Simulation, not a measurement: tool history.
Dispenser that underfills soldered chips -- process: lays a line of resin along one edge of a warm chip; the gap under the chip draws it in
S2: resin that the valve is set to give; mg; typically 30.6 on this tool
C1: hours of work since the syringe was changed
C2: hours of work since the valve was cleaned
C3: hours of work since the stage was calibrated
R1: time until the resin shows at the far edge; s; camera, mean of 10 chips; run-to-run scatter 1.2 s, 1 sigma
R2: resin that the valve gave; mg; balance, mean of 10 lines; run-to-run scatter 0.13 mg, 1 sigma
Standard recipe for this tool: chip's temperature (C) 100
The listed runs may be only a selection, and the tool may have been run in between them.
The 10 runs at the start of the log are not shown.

At hour 40.8: new syringe of resin.
Run 11, hour 44.1: usual settings but S2 32 mg; C1 2; C2 85; C3 195. Result: R1 120.2 s, R2 29.51 mg.
At hour 49.1: new syringe of resin.
Run 12, hour 49.8: usual settings; C1 1; C2 89; C3 199. Result: R1 107.9 s, R2 28.03 mg.
Run 13, hour 56: usual settings but S2 36.4 mg; C1 5; C2 94; C3 204. Result: R1 122.5 s, R2 33.17 mg.
At hour 57.7: new syringe of resin.
Run 14, hour 59.9: usual settings but chip's temperature (C) 93, S2 36.4 mg; C1 2; C2 97; C3 206. Result: R1 151.4 s, R2 33.18 mg.
Run 15, hour 62.7: usual settings but chip's temperature (C) 109; C1 4; C2 99; C3 208. Result: R1 83.2 s, R2 27.94 mg.
At hour 66.1: new syringe of resin.
Run 16, hour 69.1: usual settings but chip's temperature (C) 90; C1 2; C2 103; C3 213. Result: R1 184 s, R2 27.79 mg.
Run 17, hour 72.1: usual settings but chip's temperature (C) 90; C1 4; C2 106; C3 215. Result: R1 195.4 s, R2 27.67 mg.
At hour 74.5: new syringe of resin.
Run 18, hour 78.7: usual settings but chip's temperature (C) 90; C1 3; C2 110; C3 220. Result: R1 192.2 s, R2 27.57 mg.
At hour 82.7: new syringe of resin.
Run 19, hour 83.1: usual settings but chip's temperature (C) 94, S2 29.8 mg; C1 0; C2 114; C3 223. Result: R1 148 s, R2 26.64 mg.
Run 20, hour 87.1: usual settings but chip's temperature (C) 89, S2 36.7 mg; C1 3; C2 117; C3 226. Result: R1 188.8 s, R2 32.76 mg.
At hour 90.8: new syringe of resin.
Run 21, hour 90.8: usual settings but chip's temperature (C) 89, S2 36.7 mg; C1 0; C2 119; C3 229. Result: R1 173 s, R2 32.75 mg.
Run 22, hour 97.4: usual settings but chip's temperature (C) 89, S2 36.7 mg; C1 5; C2 124; C3 234. Result: R1 203.5 s, R2 32.57 mg.
At hour 99: new syringe of resin.
Run 23, hour 104.2: usual settings but chip's temperature (C) 89, S2 36.7 mg; C1 4; C2 129; C3 238. Result: R1 196.3 s, R2 32.18 mg.
At hour 107.5: new syringe of resin.
Run 24, hour 111.3: usual settings but chip's temperature (C) 99, S2 31.3 mg; C1 3; C2 134; C3 244. Result: R1 126.5 s, R2 27.37 mg.
Run 25, hour 114.1: usual settings but chip's temperature (C) 107, S2 30.4 mg; C1 5; C2 136; C3 246. Result: R1 96.4 s, R2 26.58 mg.
At hour 115.7: dispensing valve cleaned and set on the balance.
At hour 117.2: new syringe of resin.
Run 26, hour 119.5: usual settings but S2 32.6 mg; C1 2; C2 3; C3 249. Result: R1 110.3 s, R2 32.62 mg.
Run 27, hour 124: usual settings but S2 32.6 mg; C1 5; C2 6; C3 252. Result: R1 124.5 s, R2 32.21 mg.
At hour 125.7: new syringe of resin.
Run 28, hour 129: usual settings but chip's temperature (C) 107, S2 32.8 mg; C1 2; C2 10; C3 256. Result: R1 84.2 s, R2 32.34 mg.
At hour 134.2: new syringe of resin.
Run 29, hour 135.6: usual settings but chip's temperature (C) 107, S2 32.8 mg; C1 1; C2 14; C3 260. Result: R1 78.9 s, R2 32.46 mg.
Run 30, hour 140.4: usual settings but S2 27.7 mg; C1 5; C2 18; C3 264. Result: R1 129 s, R2 27.07 mg.
At hour 142.5: new syringe of resin.
Run 31, hour 143.5: usual settings but S2 27.7 mg; C1 1; C2 20; C3 266. Result: R1 107.9 s, R2 27.11 mg.
Run 32, hour 146.9: usual settings but chip's temperature (C) 107, S2 30.5 mg; C1 3; C2 23; C3 269. Result: R1 86.5 s, R2 29.87 mg.
At hour 150.7: new syringe of resin.
Run 33, hour 151.7: usual settings but chip's temperature (C) 92, S2 31.1 mg; C1 1; C2 26; C3 272. Result: R1 157 s, R2 30.35 mg.
Run 34, hour 158.3: usual settings but chip's temperature (C) 115, S2 31.4 mg; C1 6; C2 31; C3 277. Result: R1 66.8 s, R2 30.72 mg.

Here are 4 independent what-if runs from the current tool condition. What would each one return?
At hour 159.1: new syringe of resin.
Run A, hour 162.6: usual settings but chip's temperature (C) 110, S2 38 mg; C1 3; C2 34; C3 280. Result: R1 ?, R2 ?.
At hour 159.1: new syringe of resin.
Run B, hour 162.6: usual settings but chip's temperature (C) 96, S2 26.2 mg; C1 3; C2 34; C3 280. Result: R1 ?, R2 ?.
At hour 159.1: new syringe of resin.
Run C, hour 162.6: usual settings but chip's temperature (C) 97, S2 31.4 mg; C1 3; C2 34; C3 280. Result: R1 ?, R2 ?.
At hour 159.1: new syringe of resin.
Run D, hour 162.6: usual settings but chip's temperature (C) 115, S2 28.4 mg; C1 3; C2 34; C3 280. Result: R1 ?, R2 ?.

run     R1     R2
  A   72.7  36.85
  B  144.1  25.23
  C  126.5  30.44
  D   62.5   27.4
The same runs, with their run-to-run variation unchanged, on a tool lacking any hidden condition would have given:
run     R1     R2
  A   73.3  38.09
  B  144.6  26.07
  C  127.8  31.46
  D   62.3  28.32
